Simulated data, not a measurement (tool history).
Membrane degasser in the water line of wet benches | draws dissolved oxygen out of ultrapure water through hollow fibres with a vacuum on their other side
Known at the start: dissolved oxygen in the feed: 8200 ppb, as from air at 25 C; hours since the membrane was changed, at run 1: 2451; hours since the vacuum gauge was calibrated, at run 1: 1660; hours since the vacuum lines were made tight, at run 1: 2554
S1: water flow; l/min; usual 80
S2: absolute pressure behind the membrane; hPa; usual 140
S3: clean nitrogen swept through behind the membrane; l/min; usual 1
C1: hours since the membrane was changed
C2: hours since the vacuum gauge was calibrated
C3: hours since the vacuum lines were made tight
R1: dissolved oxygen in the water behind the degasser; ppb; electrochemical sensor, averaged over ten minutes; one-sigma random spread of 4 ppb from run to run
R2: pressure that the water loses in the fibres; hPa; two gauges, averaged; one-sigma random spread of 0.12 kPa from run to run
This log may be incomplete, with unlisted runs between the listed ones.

run    hour  S1   S2    S3    C1    C2    C3      R1     R2
  1       0  80  140     1  2451  1660  2554  1436.7  271.5
  2    52.7  80  140     1  2503  1713  2606  1431.3    272
  3    85.8  80  140     1  2536  1746  2639  1439.9  268.6
  4   125.5  80  140     1  2576  1785  2679    1435  268.9
  5   192.6  80  140     1  2643  1852  2746  1428.8  268.5
  6   249.9  80  133     1  2701  1910  2803  1363.7  266.8
  7   317.4  80  140     1  2768  1977  2871  1432.3  269.5
  8   374.9  80  225     1  2826  2035  2928  2232.5  272.4
      380.6  -- vacuum gauge calibrated
  9   432.8  80  140     1  2883    52  2986  1429.3  270.3
 10   488.9  80  140     1  2939   108  3042  1444.6  270.2
 11     546  80  140  1.61  2996   165  3099  1097.8  270.2
 12   619.8  80  140  1.61  3070   239  3173  1103.3  272.1
 13   670.4  80  140  2.67  3121   290  3223   812.1  270.3
      680.8  -- vacuum gauge calibrated, once more
 14   709.7  81  140     1  3159    29  3262  1435.9  275.1
 15   754.1  81  140     1  3204    73  3307  1429.9  273.7
 16   830.3  81  140  1.23  3280   150  3383  1281.8  273.8
 17   865.1  53  204  0.41  3315   184  3418  2508.1    179
 18   914.3  53  204  0.41  3364   233  3467  2503.5  180.6
 19   968.8  62  140  0.64  3418   288  3521  1516.7  209.9
 20  1034.5  77  170  2.58  3484   354  3587   945.8  261.7
 21  1085.6  51  140  0.56  3535   405  3638    1434  172.6
 22  1116.7  51  140  0.56  3566   436  3669    1433  171.7
 23  1154.7  51  140  0.56  3604   474  3707    1436  172.8
 24  1203.3  86  140  2.72  3653   522  3756   862.7  289.7

Some steps in R1 between neighbouring runs. How much of each would the tool show without its hidden state too (settings, what came in, random variation), and how much is left for the hidden state, with any gauge scatter that isn't in both results?
The hidden state here: membrane still open, %; true pressure behind the membrane over the reading, kPa; air that leaks in behind the membrane, l/min; drift of the gauge itself on oxygen_ppb, %; drift of the gauge itself on loss_of_pressure_kpa, %.
Run 16 -> 17: S1 81 -> 53, S2 140 -> 204, S3 1.23 -> 0.41. R1 +1226.3 ppb: hidden state -19.3, all else +1245.6.
Run 18 -> 19: S1 53 -> 62, S2 204 -> 140, S3 0.41 -> 0.64. R1 -986.8 ppb: hidden state +12.4, all else -999.2.
Run 23 -> 24: S1 51 -> 86, S3 0.56 -> 2.72. R1 -573.3 ppb: hidden state +14.3, all else -587.6.

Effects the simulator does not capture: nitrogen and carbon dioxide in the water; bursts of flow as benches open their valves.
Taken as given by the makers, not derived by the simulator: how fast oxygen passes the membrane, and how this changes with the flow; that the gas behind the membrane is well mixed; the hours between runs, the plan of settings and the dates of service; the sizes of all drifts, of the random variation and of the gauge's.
